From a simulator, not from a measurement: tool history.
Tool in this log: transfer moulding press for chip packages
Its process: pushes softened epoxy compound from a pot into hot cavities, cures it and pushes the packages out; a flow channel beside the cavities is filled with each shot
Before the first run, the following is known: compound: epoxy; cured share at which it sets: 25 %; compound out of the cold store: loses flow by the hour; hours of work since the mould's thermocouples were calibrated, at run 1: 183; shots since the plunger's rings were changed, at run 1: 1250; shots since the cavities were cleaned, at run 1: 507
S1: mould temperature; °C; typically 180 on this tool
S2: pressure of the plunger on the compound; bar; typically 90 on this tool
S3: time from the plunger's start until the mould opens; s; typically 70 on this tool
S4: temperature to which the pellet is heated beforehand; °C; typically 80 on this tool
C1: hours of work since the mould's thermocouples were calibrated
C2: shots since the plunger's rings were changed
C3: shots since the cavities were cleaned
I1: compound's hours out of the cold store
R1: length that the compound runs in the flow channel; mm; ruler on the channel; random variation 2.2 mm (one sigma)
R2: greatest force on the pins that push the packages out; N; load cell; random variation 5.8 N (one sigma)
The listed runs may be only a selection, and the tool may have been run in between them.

| run | hour | S1 | S2 | S3 | S4 | C1 | C2 | C3 | I1 | R1 | R2 |
|---|---|---|---|---|---|---|---|---|---|---|---|
| 1 | 0 | 180 | 90 | 70 | 80 | 183 | 1250 | 507 | 36.4 | 514 | 314 |
| 2 | 33.8 | 180 | 90 | 70 | 80 | 198 | 1578 | 835 | 18.1 | 582 | 362 |
|  | 54 | cavities cleaned with cleaning compound and waxed |
| 3 | 95 | 180 | 90 | 68 | 80 | 225 | 2157 | 397 | 40.3 | 496 | 306 |
| 4 | 153.8 | 180 | 90 | 68 | 80 | 251 | 2727 | 967 | 37.7 | 499 | 377 |
|  | 158.5 | cavities cleaned with cleaning compound and waxed |
|  | 165.7 | plunger's sealing rings changed |
| 5 | 215.1 | 180 | 90 | 68 | 80 | 277 | 480 | 525 | 11.4 | 621 | 332 |
| 6 | 250.3 | 180 | 71.8 | 70 | 80 | 292 | 821 | 866 | 20.8 | 515 | 363 |
|  | 265.4 | cavities cleaned with cleaning compound and waxed |
|  | 300.2 | mould's thermocouples calibrated |
| 7 | 310.5 | 180 | 71.8 | 70 | 80 | 5 | 1371 | 419 | 27.7 | 485 | 311 |
| 8 | 360.7 | 180 | 71.8 | 70 | 80 | 27 | 1858 | 906 | 9.5 | 555 | 383 |
|  | 372.7 | cavities cleaned with cleaning compound and waxed |
| 9 | 403.3 | 180 | 71.8 | 70 | 80 | 45 | 2256 | 297 | 30.4 | 474 | 269 |
| 10 | 445.1 | 180 | 71.8 | 70 | 80 | 64 | 2661 | 702 | 33.6 | 460 | 324 |
|  | 466.1 | plunger's sealing rings changed |
| 11 | 474.8 | 180 | 71.8 | 70 | 80 | 76 | 85 | 966 | 33.8 | 470 | 358 |
|  | 481.5 | cavities cleaned with cleaning compound and waxed |
| 12 | 530.7 | 173 | 71.8 | 70 | 80 | 101 | 612 | 477 | 8.3 | 582 | 529 |
|  | 587.1 | cavities cleaned with cleaning compound and waxed |
| 13 | 595.3 | 180 | 90 | 70 | 80 | 129 | 1224 | 79 | 38.6 | 510 | 224 |
| 14 | 634.5 | 180 | 90 | 70 | 80 | 146 | 1604 | 459 | 8.4 | 628 | 319 |
| 15 | 683 | 176 | 107.6 | 104 | 75 | 168 | 2075 | 930 | 27.4 | 603 | 301 |
|  | 693.8 | cavities cleaned with cleaning compound and waxed |
| 16 | 724.1 | 180 | 69.7 | 69 | 80 | 186 | 2458 | 293 | 8.6 | 550 | 297 |
|  | 761.7 | plunger's sealing rings changed |
| 17 | 775 | 176 | 70.9 | 76 | 85 | 207 | 130 | 763 | 12.7 | 555 | 382 |
|  | 802.7 | cavities cleaned with cleaning compound and waxed |
| 18 | 817 | 180 | 90 | 82 | 80 | 225 | 522 | 139 | 40.1 | 505 | 199 |
| 19 | 876.5 | 185 | 109.6 | 82 | 80 | 252 | 1099 | 716 | 41.2 | 540 | 274 |
|  | 908.4 | cavities cleaned with cleaning compound and waxed |
| 20 | 909 | 177 | 80 | 99 | 75 | 266 | 1400 | 6 | 35 | 493 | 167 |
| 21 | 941.7 | 180 | 90 | 61 | 81 | 281 | 1716 | 322 | 19.1 | 579 | 369 |
| 22 | 988.4 | 180 | 90 | 91 | 81 | 301 | 2170 | 776 | 38.5 | 496 | 284 |
|  | 1013.8 | mould's thermocouples calibrated |
|  | 1015.3 | cavities cleaned with cleaning compound and waxed |
| 23 | 1018.8 | 180 | 90 | 91 | 81 | 2 | 2430 | 34 | 13.1 | 601 | 187 |
| 24 | 1046.4 | 178 | 69.8 | 58 | 80 | 14 | 2698 | 302 | 29.8 | 468 | 472 |
|  | 1062.3 | plunger's sealing rings changed |
| 25 | 1115 | 178 | 86.3 | 58 | 84 | 43 | 511 | 943 | 32.3 | 528 | 623 |
|  | 1125.8 | cavities cleaned with cleaning compound and waxed |
| 26 | 1160.2 | 178 | 86.3 | 58 | 84 | 63 | 935 | 334 | 26.9 | 544 | 478 |
| 27 | 1220.4 | 173 | 90 | 67 | 72 | 90 | 1518 | 917 | 9.7 | 642 | 711 |

3 ways to go on from here, each from the tool as it stands after run 27. What would each give?
|  | 1231.8 | cavities cleaned with cleaning compound and waxed |
| A | 1280 | 178 | 95.8 | 70 | 78 | 116 | 2081 | 467 | 14.8 | ? | ? |
|  | 1231.8 | cavities cleaned with cleaning compound and waxed |
| B | 1280 | 180 | 101.3 | 70 | 80 | 116 | 2081 | 467 | 24 | ? | ? |
|  | 1231.8 | cavities cleaned with cleaning compound and waxed |
| C | 1280 | 174 | 100.8 | 67 | 72 | 116 | 2081 | 467 | 11.4 | ? | ? |

| run | R1 | R2 |
|---|---|---|
| A | 616 | 342 |
| B | 597 | 316 |
| C | 661 | 545 |
With the hidden condition removed and each run's random variation left untouched, the same runs would have given:
| run | R1 | R2 |
|---|---|---|
| A | 631 | 232 |
| B | 611 | 213 |
| C | 677 | 369 |
